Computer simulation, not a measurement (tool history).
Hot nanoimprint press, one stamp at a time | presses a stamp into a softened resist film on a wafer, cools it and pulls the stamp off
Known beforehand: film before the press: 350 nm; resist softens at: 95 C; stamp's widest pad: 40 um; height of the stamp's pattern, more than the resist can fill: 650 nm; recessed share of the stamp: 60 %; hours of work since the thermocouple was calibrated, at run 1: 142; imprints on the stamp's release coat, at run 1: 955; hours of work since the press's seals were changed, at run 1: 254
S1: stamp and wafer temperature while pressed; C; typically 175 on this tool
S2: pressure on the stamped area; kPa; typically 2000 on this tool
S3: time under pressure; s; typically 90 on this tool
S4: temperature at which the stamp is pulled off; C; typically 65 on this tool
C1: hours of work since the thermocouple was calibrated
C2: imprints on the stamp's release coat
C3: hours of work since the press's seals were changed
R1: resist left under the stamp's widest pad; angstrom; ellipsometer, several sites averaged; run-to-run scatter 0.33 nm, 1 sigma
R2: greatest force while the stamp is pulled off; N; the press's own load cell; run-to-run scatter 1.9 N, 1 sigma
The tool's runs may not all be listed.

Run 1, hour 0: usual settings; C1 142; C2 955; C3 254. Result: R1 1302 angstrom, R2 125 N.
Run 2, hour 9.7: usual settings; C1 147; C2 977; C3 259. Result: R1 1305 angstrom, R2 130 N.
Run 3, hour 16.5: usual settings but S4 73 C; C1 150; C2 993; C3 262. Result: R1 1303 angstrom, R2 103 N.
At hour 23.1: stamp cleaned and given a new release coat.
Run 4, hour 35.1: usual settings but S4 73 C; C1 157; C2 28; C3 269. Result: R1 1308 angstrom, R2 82 N.
Run 5, hour 43.5: usual settings but S4 73 C; C1 161; C2 47; C3 273. Result: R1 1303 angstrom, R2 80 N.
Run 6, hour 51.8: usual settings but S4 73 C; C1 166; C2 67; C3 277. Result: R1 1309 angstrom, R2 82 N.
Run 7, hour 61.7: usual settings but S4 61 C; C1 171; C2 90; C3 283. Result: R1 1304 angstrom, R2 116 N.
Run 8, hour 75: usual settings but S2 1220 kPa; C1 177; C2 121; C3 289. Result: R1 1612 angstrom, R2 102 N.
Run 9, hour 87.9: usual settings but S2 1220 kPa; C1 184; C2 151; C3 296. Result: R1 1617 angstrom, R2 108 N.
Run 10, hour 99.7: usual settings but S2 1400 kPa; C1 190; C2 179; C3 302. Result: R1 1525 angstrom, R2 112 N.
Run 11, hour 110.3: usual settings but S4 55 C; C1 196; C2 204; C3 308. Result: R1 1309 angstrom, R2 133 N.
Run 12, hour 123.7: usual settings but S4 62 C; C1 203; C2 235; C3 314. Result: R1 1306 angstrom, R2 116 N.
Run 13, hour 133.9: usual settings but S4 62 C; C1 208; C2 259; C3 320. Result: R1 1315 angstrom, R2 117 N.
Run 14, hour 145.4: usual settings but S4 62 C; C1 214; C2 286; C3 326. Result: R1 1316 angstrom, R2 121 N.
Run 15, hour 155.6: usual settings but S4 62 C; C1 219; C2 310; C3 331. Result: R1 1310 angstrom, R2 121 N.
Run 16, hour 167.4: usual settings but S1 183 C, S3 46 s; C1 225; C2 337; C3 337. Result: R1 1406 angstrom, R2 113 N.
Run 17, hour 177.4: usual settings but S1 183 C, S3 46 s; C1 230; C2 361; C3 342. Result: R1 1403 angstrom, R2 114 N.
Run 18, hour 189.8: usual settings but S1 165 C, S4 53 C; C1 236; C2 390; C3 348. Result: R1 1762 angstrom, R2 146 N.
Run 19, hour 201.9: usual settings but S1 168 C, S4 60 C; C1 243; C2 418; C3 355. Result: R1 1612 angstrom, R2 131 N.
Run 20, hour 211.3: usual settings but S1 168 C, S3 70 s, S4 66 C; C1 248; C2 440; C3 359. Result: R1 1785 angstrom, R2 114 N.
Run 21, hour 218.7: usual settings but S1 168 C, S2 1240 kPa, S3 76 s, S4 50 C; C1 251; C2 457; C3 363. Result: R1 2047 angstrom, R2 160 N.
Run 22, hour 226.6: usual settings but S1 163 C, S4 66 C; C1 255; C2 476; C3 367. Result: R1 1876 angstrom, R2 115 N.
Run 23, hour 236.8: usual settings but S1 176 C, S2 2580 kPa, S3 82 s, S4 55 C; C1 261; C2 500; C3 372. Result: R1 1195 angstrom, R2 146 N.
Run 24, hour 247.9: usual settings but S1 176 C, S2 2580 kPa, S3 82 s, S4 55 C; C1 266; C2 526; C3 378. Result: R1 1193 angstrom, R2 150 N.
Run 25, hour 258.7: usual settings but S1 176 C, S2 2110 kPa, S3 60 s, S4 66 C; C1 272; C2 551; C3 384. Result: R1 1488 angstrom, R2 117 N.
At hour 263: plate thermocouple calibrated.
Run 26, hour 271.3: usual settings but S1 172 C, S3 103 s; C1 4; C2 573; C3 389. Result: R1 1331 angstrom, R2 116 N.
Run 27, hour 282.2: usual settings but S1 172 C, S3 103 s, S4 67 C; C1 10; C2 599; C3 394. Result: R1 1341 angstrom, R2 109 N.
Run 28, hour 288.5: usual settings but S1 172 C, S3 103 s, S4 67 C; C1 13; C2 614; C3 398. Result: R1 1335 angstrom, R2 111 N.
Run 29, hour 296.7: usual settings but S1 170 C, S2 2920 kPa; C1 17; C2 633; C3 402. Result: R1 1281 angstrom, R2 119 N.
Run 30, hour 305.9: usual settings but S2 2010 kPa, S3 69 s; C1 22; C2 654; C3 406. Result: R1 1452 angstrom, R2 121 N.

Branching from run 30: 3 alternative next runs. What would each branch give?
Run A, hour 318.1: usual settings but S1 174 C, S4 62 C; C1 28; C2 683; C3 413. Result: R1 ?, R2 ?.
Run B, hour 318.1: usual settings but S2 1730 kPa, S3 131 s, S4 56 C; C1 28; C2 683; C3 413. Result: R1 ?, R2 ?.
Run C, hour 318.1: usual settings but S1 169 C, S2 2010 kPa, S3 141 s, S4 54 C; C1 28; C2 683; C3 413. Result: R1 ?, R2 ?.

run    R1   R2
  A  1332  131
  B  1181  150
  C  1289  153
Without the tool's unlogged condition, the same runs would have read:
run    R1   R2
  A  1314  110
  B  1164  127
  C  1270  129
